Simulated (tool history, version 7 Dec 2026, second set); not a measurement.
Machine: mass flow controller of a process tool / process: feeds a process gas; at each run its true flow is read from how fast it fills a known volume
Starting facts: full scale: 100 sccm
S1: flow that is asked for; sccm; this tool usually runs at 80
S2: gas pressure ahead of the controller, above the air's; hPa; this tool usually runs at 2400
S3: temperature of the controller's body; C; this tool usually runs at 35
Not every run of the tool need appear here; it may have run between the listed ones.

run 1 hour=0.0 | S1=80 S2=2400 S3=35 | true_flow_(%)=95.97
-- hour=127.9 controller exchanged for a calibrated one
run 2 hour=349.1 | S1=80 S2=2400 S3=22 | true_flow_(%)=100.18
run 3 hour=686.0 | S1=80 S2=2400 S3=35 | true_flow_(%)=99.55
run 4 hour=943.3 | S1=80 S2=2400 S3=35 | true_flow_(%)=99.37
run 5 hour=1295.5 | S1=80 S2=2400 S3=35 | true_flow_(%)=99.15
run 6 hour=1446.6 | S1=80 S2=2400 S3=35 | true_flow_(%)=99.07
run 7 hour=1738.2 | S1=80 S2=2400 S3=35 | true_flow_(%)=98.81
-- hour=1771.4 controller's zero set anew
run 8 hour=2089.3 | S1=80 S2=2400 S3=35 | true_flow_(%)=98.56
run 9 hour=2271.6 | S1=80 S2=2400 S3=35 | true_flow_(%)=98.59
run 10 hour=2523.6 | S1=45 S2=2400 S3=30 | true_flow_(%)=96.97
run 11 hour=2818.7 | S1=24 S2=1630 S3=33 | true_flow_(%)=94.43
run 12 hour=2966.4 | S1=24 S2=1630 S3=33 | true_flow_(%)=94.29
run 13 hour=3245.5 | S1=71 S2=2400 S3=33 | true_flow_(%)=97.45
run 14 hour=3402.3 | S1=12 S2=2400 S3=33 | true_flow_(%)=91.08
-- hour=3471.7 controller's zero set anew, once more
run 15 hour=3584.1 | S1=94 S2=2400 S3=35 | true_flow_(%)=99.06
run 16 hour=3727.5 | S1=12 S2=2400 S3=35 | true_flow_(%)=96.16
run 17 hour=4039.1 | S1=21 S2=2200 S3=35 | true_flow_(%)=95.94

Predict each of these 4 candidate next runs independently; none follows another, all start after run 17:
run A hour=4219.9 | S1=25 S2=2460 S3=30 | true_flow_(%)=?
run B hour=4219.9 | S1=21 S2=2200 S3=23 | true_flow_(%)=?
run C hour=4219.9 | S1=80 S2=2340 S3=36 | true_flow_(%)=?
run D hour=4219.9 | S1=71 S2=2050 S3=23 | true_flow_(%)=?

run=A true_flow_(%)=96.58
run=B true_flow_(%)=96.28
run=C true_flow_(%)=98.09
run=D true_flow_(%)=98.06
Without the tool's unlogged condition, the same runs would have read:
run=A true_flow_(%)=98.19
run=B true_flow_(%)=98.02
run=C true_flow_(%)=99.27
run=D true_flow_(%)=99.26
